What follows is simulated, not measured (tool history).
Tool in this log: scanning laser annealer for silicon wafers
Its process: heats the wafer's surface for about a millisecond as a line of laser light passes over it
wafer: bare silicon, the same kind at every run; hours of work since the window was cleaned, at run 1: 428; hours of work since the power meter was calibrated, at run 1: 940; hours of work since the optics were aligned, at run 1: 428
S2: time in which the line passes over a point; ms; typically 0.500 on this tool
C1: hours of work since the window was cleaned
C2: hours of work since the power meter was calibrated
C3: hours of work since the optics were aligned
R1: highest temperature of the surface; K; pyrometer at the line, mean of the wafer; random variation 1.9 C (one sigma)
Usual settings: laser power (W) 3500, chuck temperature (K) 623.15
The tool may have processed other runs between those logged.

{"run": 1, "hour": 0.0, "laser power (W)": 3500, "S2": 0.5, "chuck temperature (K)": 623.15, "C1": 428, "C2": 940, "C3": 428, "R1": 1422.15}
{"run": 2, "hour": 42.8, "laser power (W)": 3500, "S2": 0.5, "chuck temperature (K)": 623.15, "C1": 459, "C2": 971, "C3": 459, "R1": 1420.15}
{"run": 3, "hour": 75.2, "laser power (W)": 3500, "S2": 0.5, "chuck temperature (K)": 623.15, "C1": 482, "C2": 994, "C3": 482, "R1": 1422.15}
{"run": 4, "hour": 114.3, "laser power (W)": 3500, "S2": 0.5, "chuck temperature (K)": 623.15, "C1": 511, "C2": 1023, "C3": 511, "R1": 1423.15}
{"run": 5, "hour": 163.2, "laser power (W)": 3500, "S2": 0.456, "chuck temperature (K)": 623.15, "C1": 546, "C2": 1058, "C3": 546, "R1": 1389.15}
{"run": 6, "hour": 186.8, "laser power (W)": 3500, "S2": 0.456, "chuck temperature (K)": 623.15, "C1": 563, "C2": 1075, "C3": 563, "R1": 1379.15}
{"run": 7, "hour": 225.1, "laser power (W)": 3100, "S2": 0.456, "chuck temperature (K)": 623.15, "C1": 591, "C2": 1103, "C3": 591, "R1": 1279.15}
{"run": 8, "hour": 250.3, "laser power (W)": 3669, "S2": 0.5, "chuck temperature (K)": 623.15, "C1": 609, "C2": 1121, "C3": 609, "R1": 1469.15}
{"run": 9, "hour": 291.5, "laser power (W)": 3500, "S2": 0.5, "chuck temperature (K)": 621.15, "C1": 639, "C2": 1151, "C3": 639, "R1": 1421.15}
{"run": 10, "hour": 338.8, "laser power (W)": 3256, "S2": 0.5, "chuck temperature (K)": 623.15, "C1": 673, "C2": 1185, "C3": 673, "R1": 1356.15}
{"run": 11, "hour": 376.9, "laser power (W)": 3164, "S2": 0.5, "chuck temperature (K)": 623.15, "C1": 700, "C2": 1212, "C3": 700, "R1": 1332.15}
{"run": 12, "hour": 415.0, "laser power (W)": 3500, "S2": 0.5, "chuck temperature (K)": 623.15, "C1": 728, "C2": 1240, "C3": 728, "R1": 1424.15}
{"run": 13, "hour": 458.4, "laser power (W)": 3500, "S2": 0.483, "chuck temperature (K)": 623.15, "C1": 759, "C2": 1271, "C3": 759, "R1": 1407.15}
{"run": 14, "hour": 488.8, "laser power (W)": 3178, "S2": 0.405, "chuck temperature (K)": 660.15, "C1": 781, "C2": 1293, "C3": 781, "R1": 1293.15}
{"run": 15, "hour": 530.1, "laser power (W)": 3178, "S2": 0.405, "chuck temperature (K)": 660.15, "C1": 811, "C2": 1323, "C3": 811, "R1": 1291.15}
{"run": 16, "hour": 567.5, "laser power (W)": 3064, "S2": 0.5, "chuck temperature (K)": 600.15, "C1": 838, "C2": 1350, "C3": 838, "R1": 1280.15}
{"run": 17, "hour": 598.8, "laser power (W)": 3064, "S2": 0.5, "chuck temperature (K)": 600.15, "C1": 861, "C2": 1373, "C3": 861, "R1": 1283.15}
{"run": 18, "hour": 636.9, "laser power (W)": 3688, "S2": 0.5, "chuck temperature (K)": 642.15, "C1": 888, "C2": 1400, "C3": 888, "R1": 1495.15}
{"hour": 676.5, "done": "window over the wafer cleaned"}
{"hour": 685.4, "done": "optics aligned, line set to its width"}
{"run": 19, "hour": 690.8, "laser power (W)": 3500, "S2": 0.421, "chuck temperature (K)": 595.15, "C1": 7, "C2": 1434, "C3": 4, "R1": 1324.15}
{"run": 20, "hour": 734.1, "laser power (W)": 3500, "S2": 0.421, "chuck temperature (K)": 595.15, "C1": 38, "C2": 1465, "C3": 35, "R1": 1325.15}
{"run": 21, "hour": 765.4, "laser power (W)": 3500, "S2": 0.421, "chuck temperature (K)": 595.15, "C1": 61, "C2": 1488, "C3": 58, "R1": 1322.15}
{"run": 22, "hour": 787.7, "laser power (W)": 3500, "S2": 0.421, "chuck temperature (K)": 624.15, "C1": 77, "C2": 1504, "C3": 74, "R1": 1353.15}
{"run": 23, "hour": 819.0, "laser power (W)": 3500, "S2": 0.421, "chuck temperature (K)": 624.15, "C1": 99, "C2": 1527, "C3": 97, "R1": 1353.15}
{"run": 24, "hour": 864.6, "laser power (W)": 3342, "S2": 0.505, "chuck temperature (K)": 605.15, "C1": 132, "C2": 1560, "C3": 130, "R1": 1368.15}
{"run": 25, "hour": 894.7, "laser power (W)": 3770, "S2": 0.468, "chuck temperature (K)": 645.15, "C1": 154, "C2": 1581, "C3": 151, "R1": 1492.15}

Each row is a separate what-if for the run after 25, all from the same tool condition, not one after another. Results?
{"run": "A", "hour": 916.2, "laser power (W)": 3775, "S2": 0.477, "chuck temperature (K)": 619.15, "C1": 170, "C2": 1597, "C3": 167, "R1": "?"}
{"run": "B", "hour": 916.2, "laser power (W)": 3598, "S2": 0.468, "chuck temperature (K)": 645.15, "C1": 170, "C2": 1597, "C3": 167, "R1": "?"}
{"run": "C", "hour": 916.2, "laser power (W)": 3035, "S2": 0.364, "chuck temperature (K)": 649.15, "C1": 170, "C2": 1597, "C3": 167, "R1": "?"}
{"run": "D", "hour": 916.2, "laser power (W)": 3500, "S2": 0.576, "chuck temperature (K)": 623.15, "C1": 170, "C2": 1597, "C3": 167, "R1": "?"}

run=A R1=1476.15
run=B R1=1445.15
run=C R1=1215.15
run=D R1=1487.15
Take away the tool's hidden state, keep each run's random variation, and the runs would have read:
run=A R1=1477.15
run=B R1=1445.15
run=C R1=1215.15
run=D R1=1488.15
